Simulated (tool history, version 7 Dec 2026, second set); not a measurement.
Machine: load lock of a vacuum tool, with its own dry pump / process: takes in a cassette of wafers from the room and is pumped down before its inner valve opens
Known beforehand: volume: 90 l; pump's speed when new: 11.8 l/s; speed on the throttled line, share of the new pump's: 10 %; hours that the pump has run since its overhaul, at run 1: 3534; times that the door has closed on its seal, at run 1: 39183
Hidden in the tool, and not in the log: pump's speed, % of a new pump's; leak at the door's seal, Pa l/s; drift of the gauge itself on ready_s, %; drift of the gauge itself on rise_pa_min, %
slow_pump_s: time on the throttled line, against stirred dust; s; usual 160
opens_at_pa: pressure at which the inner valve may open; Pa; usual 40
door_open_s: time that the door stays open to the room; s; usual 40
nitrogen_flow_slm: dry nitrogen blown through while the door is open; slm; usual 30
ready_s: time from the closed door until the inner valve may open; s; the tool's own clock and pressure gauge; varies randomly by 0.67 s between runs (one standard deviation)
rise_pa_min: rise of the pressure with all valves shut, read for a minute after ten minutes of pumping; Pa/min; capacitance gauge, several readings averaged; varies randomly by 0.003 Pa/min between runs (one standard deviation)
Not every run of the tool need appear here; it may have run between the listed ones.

run	hour	slow_pump_s	opens_at_pa	door_open_s	nitrogen_flow_slm	hours that the pump has run since its overhaul	times that the door has closed on its seal	incoming humidity of the room's air, %	ready_s	rise_pa_min
1	0.0	160	40	40	30	3534	39183	43.1	206.2	0.104
2	233.8	160	40	40	30	3768	40054	47.0	207.7	0.115
3	395.8	160	44	40	30	3930	40657	45.2	205.0	0.115
4	524.0	160	44	40	30	4058	41135	46.7	205.5	0.116
5	638.5	160	44	40	30	4173	41562	46.6	205.5	0.118
6	844.7	160	44	40	30	4379	42330	42.4	207.1	0.119
7	958.0	160	44	40	30	4492	42752	46.5	205.3	0.121
8	1202.9	160	31	40	4	4737	43665	46.8	207.9	0.140
9	1394.5	160	31	40	4	4929	44379	46.7	209.5	0.150
10	1600.2	164	40	40	30	5135	45145	41.1	209.7	0.130
11	1839.2	164	40	40	30	5374	46036	45.5	211.8	0.139
12	2032.0	311	36	31	30	5566	46754	45.7	344.6	0.132

Forecast each of these 5 alternatives for the next run:
A	2276.6	311	65	79	30	5811	47666	44.9	?	?
B	2276.6	311	44	87	33	5811	47666	46.0	?	?
C	2276.6	162	36	69	38	5811	47666	42.6	?	?
D	2276.6	160	37	40	8	5811	47666	42.6	?	?
E	2276.6	311	36	31	5	5811	47666	46.6	?	?

run	ready_s	rise_pa_min
A	338.6	0.150
B	339.9	0.157
C	209.5	0.144
D	209.0	0.151
E	341.8	0.148
What these runs would have given with no unlogged condition in the tool:
run	ready_s	rise_pa_min
A	336.6	0.031
B	337.7	0.037
C	206.0	0.023
D	205.5	0.031
E	339.5	0.028
